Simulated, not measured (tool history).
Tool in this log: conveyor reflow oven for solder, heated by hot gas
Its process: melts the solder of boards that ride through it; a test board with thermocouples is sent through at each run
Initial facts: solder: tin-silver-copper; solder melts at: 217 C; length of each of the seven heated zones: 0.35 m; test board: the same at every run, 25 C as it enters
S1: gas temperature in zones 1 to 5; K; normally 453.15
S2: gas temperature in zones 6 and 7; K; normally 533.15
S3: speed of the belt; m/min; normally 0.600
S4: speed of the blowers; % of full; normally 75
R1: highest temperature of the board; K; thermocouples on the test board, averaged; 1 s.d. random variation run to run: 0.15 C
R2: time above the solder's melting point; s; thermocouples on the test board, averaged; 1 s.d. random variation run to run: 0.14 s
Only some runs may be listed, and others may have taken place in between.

run 1 day=0.000 | S1=453.15 S2=533.15 S3=0.600 S4=75 | R1=519.65 R2=50.6
run 2 day=1.971 | S1=453.15 S2=545.15 S3=0.600 S4=75 | R1=529.95 R2=57.1
-- day=3.096 flux residue cleaned out of gas plates and filters
run 3 day=3.838 | S1=453.15 S2=545.15 S3=0.600 S4=75 | R1=530.25 R2=57.2
-- day=5.004 thermocouples of zones 6 and 7 changed
run 4 day=5.342 | S1=453.15 S2=533.15 S3=0.525 S4=75 | R1=522.95 R2=62.0
run 5 day=6.775 | S1=453.15 S2=533.15 S3=0.525 S4=75 | R1=523.05 R2=61.9
run 6 day=8.417 | S1=453.15 S2=533.15 S3=0.525 S4=75 | R1=522.85 R2=61.6
run 7 day=10.908 | S1=453.15 S2=533.15 S3=0.666 S4=75 | R1=516.65 R2=42.6
run 8 day=13.246 | S1=453.15 S2=533.15 S3=0.600 S4=69 | R1=518.35 R2=49.0
run 9 day=14.875 | S1=453.15 S2=533.15 S3=0.600 S4=69 | R1=517.85 R2=49.0
run 10 day=16.788 | S1=453.15 S2=533.15 S3=0.600 S4=69 | R1=518.15 R2=49.0
run 11 day=19.162 | S1=453.15 S2=533.15 S3=0.600 S4=69 | R1=518.05 R2=48.7
run 12 day=21.146 | S1=453.15 S2=533.15 S3=0.712 S4=75 | R1=514.65 R2=37.5
run 13 day=22.733 | S1=453.15 S2=533.15 S3=0.712 S4=75 | R1=514.45 R2=37.4
run 14 day=24.200 | S1=453.15 S2=533.15 S3=0.600 S4=75 | R1=519.45 R2=50.5
run 15 day=26.383 | S1=453.15 S2=533.15 S3=0.645 S4=75 | R1=517.65 R2=44.9
run 16 day=27.958 | S1=453.15 S2=533.15 S3=0.710 S4=75 | R1=514.55 R2=37.3
run 17 day=29.458 | S1=467.15 S2=545.15 S3=0.615 S4=55 | R1=526.35 R2=57.6
run 18 day=31.833 | S1=467.15 S2=545.15 S3=0.615 S4=55 | R1=526.15 R2=57.8
run 19 day=33.600 | S1=453.15 S2=533.15 S3=0.539 S4=75 | R1=522.15 R2=59.7
run 20 day=35.638 | S1=442.15 S2=539.15 S3=0.577 S4=73 | R1=523.75 R2=51.8
run 21 day=37.212 | S1=442.15 S2=539.15 S3=0.577 S4=73 | R1=523.65 R2=51.8

Run 22 is up next; what results do you expect?
run 22 day=38.388 | S1=442.15 S2=539.15 S3=0.577 S4=73 | R1=? R2=?

Run 22 gave R1 523.75 K, R2 51.6 s.
Minus the tool's unlogged condition, the same run would have read R1 523.75 K, R2 51.6 s.
